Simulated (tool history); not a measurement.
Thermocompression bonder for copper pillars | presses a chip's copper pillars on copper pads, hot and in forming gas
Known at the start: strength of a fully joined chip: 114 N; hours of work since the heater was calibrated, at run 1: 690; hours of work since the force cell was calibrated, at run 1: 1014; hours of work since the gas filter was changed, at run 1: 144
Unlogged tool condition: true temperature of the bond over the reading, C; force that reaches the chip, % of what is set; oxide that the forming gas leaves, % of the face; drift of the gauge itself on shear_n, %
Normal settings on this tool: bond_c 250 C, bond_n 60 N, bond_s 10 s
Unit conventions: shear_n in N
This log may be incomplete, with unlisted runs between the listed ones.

run    hour  bond_c  bond_n  bond_s  hours of work since the heater was calibrated  hours of work since the force cell was calibrated  hours of work since the gas filter was changed  shear_n
  1       0     250      60      10                                            690                                               1014                                             144     60.3
  2    48.5     250      60       7                                            712                                               1036                                             166       53
  3    81.5     250      60       7                                            727                                               1052                                             181     53.5
  4   111.7     250      60       7                                            741                                               1065                                             195     53.4
  5   153.9     250      60       7                                            760                                               1085                                             214     54.3
      197.2  -- forming gas filter changed
  6   206.2     250      60       6                                            784                                               1109                                               4     56.6
  7   265.7     250      60      10                                            812                                               1136                                              32     66.8
  8   315.6     250      60      10                                            835                                               1159                                              55     65.5
  9   366.2     250      60      10                                            858                                               1182                                              78     65.9
 10     412     250      60      10                                            879                                               1204                                              99       65
 11   447.6     250      60       6                                            895                                               1220                                             115     54.5
      506.1  -- heater calibrated with a thermocouple chip
 12   513.8     250      60       6                                              4                                               1249                                             145     44.9
 13   569.6     250      56       6                                             29                                               1275                                             171       42
 14   621.9     250      60       9                                             53                                               1299                                             195     52.4
 15   656.9     237      60      10                                             69                                               1315                                             211     43.7
 16   700.6     237      60      10                                             90                                               1335                                             231     43.2
      711.9  -- forming gas filter changed
 17   753.3     237      60      10                                            114                                               1360                                              19     47.4
 18   783.9     237      60      10                                            128                                               1374                                              33       46
 19   821.6     280      54      10                                            145                                               1391                                              51     80.6
 20     886     250      87      11                                            175                                               1421                                              80     73.8
 21     932     233      37      10                                            196                                               1442                                             101     30.6
 22   989.6     278      78      10                                            222                                               1468                                             128     86.9
      994.9  -- force cell calibrated
 23  1032.7     222      49      10                                            242                                                 17                                             147     30.8
 24  1094.8     222      49      10                                            270                                                 46                                             176     30.7
 25  1155.7     222      49      10                                            298                                                 74                                             204     31.3
 26  1186.6     222      49      10                                            312                                                 88                                             218     30.5
 27  1218.8     222      49      10                                            327                                                103                                             233     31.2
     1221.9  -- forming gas filter changed
 28  1264.1     229      60      18                                            348                                                124                                              19     56.1
     1321.5  -- force cell calibrated, once more
 29    1324     222      56      10                                            375                                                  1                                              46     35.1
 30  1360.7     222      47       5                                            392                                                 18                                              63       22
 31  1411.3     250      60      10                                            415                                                 41                                              87     59.4
 32  1465.6     237      89       8                                            440                                                 66                                             112     57.8
 33  1515.6     237      70       5                                            463                                                 89                                             135     41.1
 34  1553.2     231      60       8                                            480                                                107                                             152     38.8

Each row is a separate what-if for the run after 34, all from the same tool condition, not one after another. Results?
  A  1597.9     231      67       8                                            501                                                127                                             172        ?
  B  1597.9     267      80       7                                            501                                                127                                             172        ?
  C  1597.9     253      73       9                                            501                                                127                                             172        ?

run  shear_n
  A     41.9
  B     75.4
  C     64.3
Without the tool's unlogged condition, the same runs would have read:
run  shear_n
  A     38.7
  B     74.1
  C     61.9
